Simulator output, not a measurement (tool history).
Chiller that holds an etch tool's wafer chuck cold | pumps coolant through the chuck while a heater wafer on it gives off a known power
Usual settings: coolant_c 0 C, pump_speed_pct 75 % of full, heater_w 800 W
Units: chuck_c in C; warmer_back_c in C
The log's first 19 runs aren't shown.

run    hour  coolant_c  pump_speed_pct  heater_w  hours since the coolant was changed and the channels were flushed  hours since the pump was overhauled  hours since the chiller's thermometer was calibrated  chuck_c  warmer_back_c
 20  1890.3          5              88       574                                                               7445                                 4284                                                  2921     13.2           2.59
 21  1991.1          5              88       574                                                               7546                                 4385                                                  3022     13.3           2.59
 22  2134.2          5              88       574                                                               7689                                 4528                                                  3165     13.7           2.62
 23  2213.1          0              98       574                                                               7768                                 4607                                                  3244      7.5           2.34
 24  2307.3         -4              98       702                                                               7862                                 4701                                                  3338      5.2           2.83
 25  2380.4          0              98       402                                                               7936                                 4774                                                  3411      5.2           1.59
 26  2464.8          2              70       421                                                               8020                                 4859                                                  3495      9.5           2.40
 27  2537.8          6              94       783                                                               8093                                 4932                                                  3568     16.9           3.30
 28  2660.6          6              94       783                                                               8216                                 5055                                                  3691     17.1           3.31
 29  2758.2          6              94       640                                                               8313                                 5152                                                  3789     15.0           2.72
 30  2841.9          6              94       640                                                               8397                                 5236                                                  3872     15.0           2.73
 31  2901.4          6              94       640                                                               8457                                 5295                                                  3932     15.1           2.77

4 ways to go on from here, each from the tool as it stands after run 31. What would each give?
  A  3015.1         -8              94       640                                                               8570                                 5409                                                  4046        ?              ?
  B  3015.1          3              69       448                                                               8570                                 5409                                                  4046        ?              ?
  C  3015.1          6              87       739                                                               8570                                 5409                                                  4046        ?              ?
  D  3015.1          6              94       544                                                               8570                                 5409                                                  4046        ?              ?

run  chuck_c  warmer_back_c
  A      0.8           2.74
  B     11.2           2.63
  C     17.4           3.41
  D     13.6           2.31
Without the tool's hidden state the same runs would have given:
run  chuck_c  warmer_back_c
  A     -1.1           2.54
  B      9.5           2.43
  C     15.0           3.15
  D     12.0           2.14
